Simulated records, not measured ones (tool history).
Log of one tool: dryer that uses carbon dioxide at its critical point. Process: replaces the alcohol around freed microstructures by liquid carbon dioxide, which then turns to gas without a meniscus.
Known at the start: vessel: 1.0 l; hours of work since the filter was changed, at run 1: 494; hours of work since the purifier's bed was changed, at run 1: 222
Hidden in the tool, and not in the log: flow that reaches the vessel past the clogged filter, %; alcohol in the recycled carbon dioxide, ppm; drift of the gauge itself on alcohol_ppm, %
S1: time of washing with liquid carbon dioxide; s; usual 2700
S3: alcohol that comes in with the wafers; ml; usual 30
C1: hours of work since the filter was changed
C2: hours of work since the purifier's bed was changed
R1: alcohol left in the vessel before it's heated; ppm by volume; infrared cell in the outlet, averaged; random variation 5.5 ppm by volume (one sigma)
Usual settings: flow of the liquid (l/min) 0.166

run 1 hour=0 | S1=2700 flow_of_the_liquid_(l/min)=0.166 S3=30 | C1=494 C2=222 | R1=266
run 2 hour=30.2 | S1=2700 flow_of_the_liquid_(l/min)=0.166 S3=92 | C1=511 C2=239 | R1=815
run 3 hour=46.9 | S1=2700 flow_of_the_liquid_(l/min)=0.166 S3=92 | C1=520 C2=248 | R1=799
run 4 hour=59.5 | S1=2700 flow_of_the_liquid_(l/min)=0.166 S3=92 | C1=527 C2=255 | R1=798
run 5 hour=89.1 | S1=2700 flow_of_the_liquid_(l/min)=0.166 S3=92 | C1=544 C2=272 | R1=841
run 6 hour=113.4 | S1=2700 flow_of_the_liquid_(l/min)=0.166 S3=30 | C1=557 C2=285 | R1=285
run 7 hour=139.2 | S1=2700 flow_of_the_liquid_(l/min)=0.164 S3=30 | C1=572 C2=300 | R1=299
run 8 hour=160.7 | S1=2700 flow_of_the_liquid_(l/min)=0.166 S3=30 | C1=584 C2=312 | R1=287
-- hour=186.3 inlet filter changed
run 9 hour=190.9 | S1=1800 flow_of_the_liquid_(l/min)=0.166 S3=30 | C1=3 C2=328 | R1=910
run 10 hour=220 | S1=1800 flow_of_the_liquid_(l/min)=0.166 S3=30 | C1=19 C2=344 | R1=890
run 11 hour=242.8 | S1=1800 flow_of_the_liquid_(l/min)=0.166 S3=30 | C1=31 C2=357 | R1=927

Run 12 comes next. What will it give?
run 12 hour=268.8 | S1=2700 flow_of_the_liquid_(l/min)=0.109 S3=30 | C1=46 C2=371 | R1=?

R1: 1115 ppm by volume
Without the tool's hidden state the same run would have given R1 1055 ppm by volume.
